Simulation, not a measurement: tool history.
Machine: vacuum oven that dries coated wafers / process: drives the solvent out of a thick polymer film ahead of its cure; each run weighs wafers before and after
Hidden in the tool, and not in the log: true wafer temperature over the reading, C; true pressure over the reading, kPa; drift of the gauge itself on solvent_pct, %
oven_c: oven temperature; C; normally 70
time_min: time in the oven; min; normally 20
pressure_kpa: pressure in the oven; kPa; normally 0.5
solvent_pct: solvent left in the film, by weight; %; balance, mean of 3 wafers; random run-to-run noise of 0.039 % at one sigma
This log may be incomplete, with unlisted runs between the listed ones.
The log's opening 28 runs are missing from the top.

run	hour	oven_c	time_min	pressure_kpa	hours of work since the thermocouples were calibrated	hours of work since the vacuum gauge was cleaned of residue	solvent_pct
29	281.8	68	16	0.782	656	180	4.54
30	293.3	68	21	0.589	661	185	2.91
31	299.8	68	33	0.661	664	188	1.09
32	310	68	33	0.661	669	193	1.17
33	317.5	68	33	0.661	672	196	1.11
34	330.8	69	31	0.255	678	202	0.97
35	337.1	69	31	0.255	681	205	0.97
36	349.5	70	14	1.605	687	211	4.59
37	360.4	70	14	1.605	692	216	4.66
38	374.7	60	22	1.218	698	222	6.49
39	385.6	74	22	1.362	703	227	1.2
40	391.7	74	22	1.362	706	230	1.2
41	406.5	74	22	1.362	713	237	1.15
42	412.8	58	29	0.608	716	240	5.52
43	426.9	58	29	0.608	722	246	5.46
44	438.8	58	29	0.608	728	252	5.49
45	448.4	58	29	0.608	732	256	5.53

Here are 4 independent what-if runs from the current tool condition. What would each one return?
A	454.8	58	25	1.327	735	259	?
B	454.8	58	11	0.608	735	259	?
C	454.8	58	17	0.608	735	259	?
D	454.8	58	13	0.258	735	259	?

run	solvent_pct
A	6.64
B	11.51
C	9.07
D	10.47
Stripped of hidden state, with their random variation kept, the same runs would have yielded:
run	solvent_pct
A	6.68
B	11.54
C	9.1
D	10.5

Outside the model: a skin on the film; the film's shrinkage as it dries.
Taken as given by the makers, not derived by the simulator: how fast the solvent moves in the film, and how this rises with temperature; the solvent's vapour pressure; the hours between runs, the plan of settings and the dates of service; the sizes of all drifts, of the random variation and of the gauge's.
